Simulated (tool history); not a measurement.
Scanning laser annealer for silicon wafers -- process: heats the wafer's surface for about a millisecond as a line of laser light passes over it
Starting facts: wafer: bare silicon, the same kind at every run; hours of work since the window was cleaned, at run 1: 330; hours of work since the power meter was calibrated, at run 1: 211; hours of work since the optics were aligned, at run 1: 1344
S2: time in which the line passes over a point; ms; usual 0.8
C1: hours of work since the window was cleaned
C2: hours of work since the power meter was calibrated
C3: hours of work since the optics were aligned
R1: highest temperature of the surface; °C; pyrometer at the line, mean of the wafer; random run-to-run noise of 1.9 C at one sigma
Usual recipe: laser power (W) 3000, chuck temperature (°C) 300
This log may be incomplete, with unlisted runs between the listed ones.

{"run": 1, "hour": 0.0, "laser power (W)": 3000, "S2": 0.8, "chuck temperature (°C)": 300, "C1": 330, "C2": 211, "C3": 1344, "R1": 1129}
{"run": 2, "hour": 5.5, "laser power (W)": 3000, "S2": 0.8, "chuck temperature (°C)": 300, "C1": 333, "C2": 214, "C3": 1348, "R1": 1132}
{"run": 3, "hour": 14.7, "laser power (W)": 3000, "S2": 0.8, "chuck temperature (°C)": 300, "C1": 339, "C2": 220, "C3": 1353, "R1": 1133}
{"run": 4, "hour": 22.8, "laser power (W)": 3000, "S2": 0.8, "chuck temperature (°C)": 300, "C1": 343, "C2": 224, "C3": 1358, "R1": 1131}
{"run": 5, "hour": 29.6, "laser power (W)": 3000, "S2": 0.8, "chuck temperature (°C)": 300, "C1": 347, "C2": 228, "C3": 1362, "R1": 1129}
{"run": 6, "hour": 37.9, "laser power (W)": 2873, "S2": 0.8, "chuck temperature (°C)": 300, "C1": 352, "C2": 233, "C3": 1366, "R1": 1086}
{"run": 7, "hour": 46.5, "laser power (W)": 2873, "S2": 0.8, "chuck temperature (°C)": 300, "C1": 357, "C2": 238, "C3": 1371, "R1": 1085}
{"run": 8, "hour": 51.1, "laser power (W)": 2873, "S2": 0.8, "chuck temperature (°C)": 300, "C1": 360, "C2": 241, "C3": 1374, "R1": 1087}
{"run": 9, "hour": 56.6, "laser power (W)": 3000, "S2": 0.8, "chuck temperature (°C)": 265, "C1": 363, "C2": 244, "C3": 1377, "R1": 1096}
{"run": 10, "hour": 64.6, "laser power (W)": 3000, "S2": 0.8, "chuck temperature (°C)": 265, "C1": 368, "C2": 249, "C3": 1382, "R1": 1096}
{"run": 11, "hour": 73.0, "laser power (W)": 3000, "S2": 0.8, "chuck temperature (°C)": 300, "C1": 373, "C2": 254, "C3": 1387, "R1": 1128}
{"run": 12, "hour": 77.1, "laser power (W)": 3000, "S2": 0.8, "chuck temperature (°C)": 300, "C1": 375, "C2": 256, "C3": 1389, "R1": 1130}
{"run": 13, "hour": 81.9, "laser power (W)": 3000, "S2": 0.8, "chuck temperature (°C)": 297, "C1": 378, "C2": 259, "C3": 1392, "R1": 1126}
{"run": 14, "hour": 86.8, "laser power (W)": 3000, "S2": 0.808, "chuck temperature (°C)": 300, "C1": 381, "C2": 262, "C3": 1395, "R1": 1131}

Run 15 is up next; what results do you expect?
{"run": 15, "hour": 90.9, "laser power (W)": 3000, "S2": 0.808, "chuck temperature (°C)": 300, "C1": 383, "C2": 264, "C3": 1397, "R1": "?"}

R1: 1136 °C
Without the tool's hidden state the same run would have given R1 1137 °C.
